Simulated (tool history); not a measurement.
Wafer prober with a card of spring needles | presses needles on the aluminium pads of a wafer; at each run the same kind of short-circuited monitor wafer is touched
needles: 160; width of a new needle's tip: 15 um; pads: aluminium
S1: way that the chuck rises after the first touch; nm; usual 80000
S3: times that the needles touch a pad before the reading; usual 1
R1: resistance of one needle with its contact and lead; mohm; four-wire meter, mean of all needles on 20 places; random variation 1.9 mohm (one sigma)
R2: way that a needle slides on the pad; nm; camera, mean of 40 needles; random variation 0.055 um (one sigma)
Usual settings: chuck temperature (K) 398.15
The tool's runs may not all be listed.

{"run": 1, "hour": 0.0, "S1": 80000, "chuck temperature (K)": 398.15, "S3": 1, "R1": 290, "R2": 15290}
{"hour": 2.7, "done": "tips cleaned on abrasive film"}
{"hour": 14.0, "done": "tips cleaned on abrasive film"}
{"run": 2, "hour": 19.1, "S1": 80000, "chuck temperature (K)": 398.15, "S3": 1, "R1": 267, "R2": 15170}
{"hour": 27.1, "done": "tips cleaned on abrasive film"}
{"hour": 40.0, "done": "tips cleaned on abrasive film"}
{"run": 3, "hour": 40.1, "S1": 80000, "chuck temperature (K)": 352.15, "S3": 1, "R1": 204, "R2": 15190}
{"hour": 50.9, "done": "tips cleaned on abrasive film"}
{"hour": 62.6, "done": "tips cleaned on abrasive film"}
{"run": 4, "hour": 66.6, "S1": 80000, "chuck temperature (K)": 352.15, "S3": 1, "R1": 262, "R2": 15100}
{"hour": 73.7, "done": "tips cleaned on abrasive film"}
{"hour": 86.8, "done": "tips cleaned on abrasive film"}
{"run": 5, "hour": 94.3, "S1": 80000, "chuck temperature (K)": 305.15, "S3": 1, "R1": 273, "R2": 14990}
{"hour": 99.6, "done": "tips cleaned on abrasive film"}
{"hour": 111.9, "done": "tips cleaned on abrasive film"}
{"hour": 124.0, "done": "tips cleaned on abrasive film"}
{"run": 6, "hour": 128.3, "S1": 80000, "chuck temperature (K)": 305.15, "S3": 1, "R1": 244, "R2": 14970}
{"hour": 135.2, "done": "tips cleaned on abrasive film"}
{"hour": 146.7, "done": "tips cleaned on abrasive film"}
{"run": 7, "hour": 152.3, "S1": 80000, "chuck temperature (K)": 398.15, "S3": 1, "R1": 279, "R2": 14940}
{"hour": 159.0, "done": "tips cleaned on abrasive film"}
{"hour": 171.0, "done": "tips cleaned on abrasive film"}
{"run": 8, "hour": 179.0, "S1": 80000, "chuck temperature (K)": 366.15, "S3": 1, "R1": 291, "R2": 15040}
{"hour": 183.2, "done": "tips cleaned on abrasive film"}
{"hour": 195.3, "done": "tips cleaned on abrasive film"}
{"run": 9, "hour": 203.7, "S1": 80000, "chuck temperature (K)": 398.15, "S3": 2, "R1": 256, "R2": 14800}
{"hour": 208.3, "done": "tips cleaned on abrasive film"}
{"hour": 219.9, "done": "tips cleaned on abrasive film"}
{"hour": 230.6, "done": "tips cleaned on abrasive film"}
{"hour": 241.7, "done": "tips cleaned on abrasive film"}
{"run": 10, "hour": 241.7, "S1": 80000, "chuck temperature (K)": 398.15, "S3": 2, "R1": 203, "R2": 14690}
{"hour": 253.9, "done": "tips cleaned on abrasive film"}
{"hour": 265.4, "done": "tips cleaned on abrasive film"}
{"run": 11, "hour": 268.1, "S1": 80000, "chuck temperature (K)": 398.15, "S3": 2, "R1": 227, "R2": 14760}
{"hour": 278.1, "done": "tips cleaned on abrasive film"}
{"hour": 291.3, "done": "tips cleaned on abrasive film"}
{"hour": 303.5, "done": "tips cleaned on abrasive film"}
{"run": 12, "hour": 305.8, "S1": 80000, "chuck temperature (K)": 398.15, "S3": 2, "R1": 236, "R2": 14620}
{"hour": 315.3, "done": "tips cleaned on abrasive film"}
{"hour": 327.0, "done": "tips cleaned on abrasive film"}
{"run": 13, "hour": 328.9, "S1": 80000, "chuck temperature (K)": 398.15, "S3": 2, "R1": 226, "R2": 14540}
{"hour": 337.8, "done": "tips cleaned on abrasive film"}
{"hour": 349.3, "done": "tips cleaned on abrasive film"}
{"run": 14, "hour": 355.3, "S1": 80000, "chuck temperature (K)": 398.15, "S3": 1, "R1": 295, "R2": 14550}
{"hour": 362.5, "done": "tips cleaned on abrasive film"}
{"run": 15, "hour": 372.7, "S1": 92000, "chuck temperature (K)": 398.15, "S3": 1, "R1": 282, "R2": 16870}
{"hour": 375.2, "done": "tips cleaned on abrasive film"}
{"hour": 388.4, "done": "tips cleaned on abrasive film"}
{"run": 16, "hour": 390.7, "S1": 92000, "chuck temperature (K)": 398.15, "S3": 1, "R1": 237, "R2": 16870}
{"hour": 401.3, "done": "tips cleaned on abrasive film"}
{"hour": 413.0, "done": "tips cleaned on abrasive film"}
{"hour": 424.1, "done": "tips cleaned on abrasive film"}
{"run": 17, "hour": 424.1, "S1": 93000, "chuck temperature (K)": 312.15, "S3": 2, "R1": 185, "R2": 16990}
{"hour": 435.5, "done": "tips cleaned on abrasive film"}
{"hour": 446.8, "done": "tips cleaned on abrasive film"}
{"run": 18, "hour": 451.0, "S1": 93000, "chuck temperature (K)": 312.15, "S3": 2, "R1": 217, "R2": 16910}
{"hour": 459.0, "done": "tips cleaned on abrasive film"}
{"hour": 471.2, "done": "tips cleaned on abrasive film"}
{"run": 19, "hour": 471.3, "S1": 65000, "chuck temperature (K)": 332.15, "S3": 2, "R1": 204, "R2": 11440}
{"hour": 483.4, "done": "tips cleaned on abrasive film"}
{"hour": 496.6, "done": "tips cleaned on abrasive film"}
{"hour": 499.4, "done": "height of the first contact set anew"}
{"run": 20, "hour": 501.9, "S1": 85000, "chuck temperature (K)": 298.15, "S3": 3, "R1": 207, "R2": 16280}
{"hour": 509.9, "done": "tips cleaned on abrasive film"}
{"hour": 521.1, "done": "tips cleaned on abrasive film"}
{"hour": 532.8, "done": "tips cleaned on abrasive film"}
{"run": 21, "hour": 537.3, "S1": 83000, "chuck temperature (K)": 398.15, "S3": 1, "R1": 272, "R2": 15720}
{"hour": 545.1, "done": "tips cleaned on abrasive film"}
{"hour": 556.5, "done": "tips cleaned on abrasive film"}
{"hour": 569.8, "done": "tips cleaned on abrasive film"}
{"run": 22, "hour": 575.3, "S1": 72000, "chuck temperature (K)": 314.15, "S3": 1, "R1": 303, "R2": 13630}
{"hour": 580.5, "done": "tips cleaned on abrasive film"}
{"hour": 593.2, "done": "tips cleaned on abrasive film"}
{"run": 23, "hour": 595.9, "S1": 79000, "chuck temperature (K)": 301.15, "S3": 1, "R1": 233, "R2": 14940}
{"hour": 605.5, "done": "tips cleaned on abrasive film"}
{"hour": 618.0, "done": "tips cleaned on abrasive film"}
{"run": 24, "hour": 626.2, "S1": 61000, "chuck temperature (K)": 317.15, "S3": 1, "R1": 367, "R2": 11490}
{"hour": 628.7, "done": "tips cleaned on abrasive film"}
{"hour": 641.4, "done": "tips cleaned on abrasive film"}
{"hour": 653.8, "done": "tips cleaned on abrasive film"}
{"run": 25, "hour": 659.3, "S1": 77000, "chuck temperature (K)": 317.15, "S3": 3, "R1": 219, "R2": 14440}
{"hour": 665.7, "done": "tips cleaned on abrasive film"}
{"hour": 677.6, "done": "tips cleaned on abrasive film"}
{"hour": 689.4, "done": "tips cleaned on abrasive film"}
{"run": 26, "hour": 694.0, "S1": 77000, "chuck temperature (K)": 317.15, "S3": 3, "R1": 225, "R2": 14460}

Run 27 comes next. What will it give?
{"hour": 701.3, "done": "tips cleaned on abrasive film"}
{"hour": 714.5, "done": "tips cleaned on abrasive film"}
{"run": 27, "hour": 719.5, "S1": 77000, "chuck temperature (K)": 317.15, "S3": 3, "R1": "?", "R2": "?"}

R1: 225 mohm
R2: 14480 nm
Without the tool's hidden state the same run would have given R1 181 mohm, R2 14890 nm.

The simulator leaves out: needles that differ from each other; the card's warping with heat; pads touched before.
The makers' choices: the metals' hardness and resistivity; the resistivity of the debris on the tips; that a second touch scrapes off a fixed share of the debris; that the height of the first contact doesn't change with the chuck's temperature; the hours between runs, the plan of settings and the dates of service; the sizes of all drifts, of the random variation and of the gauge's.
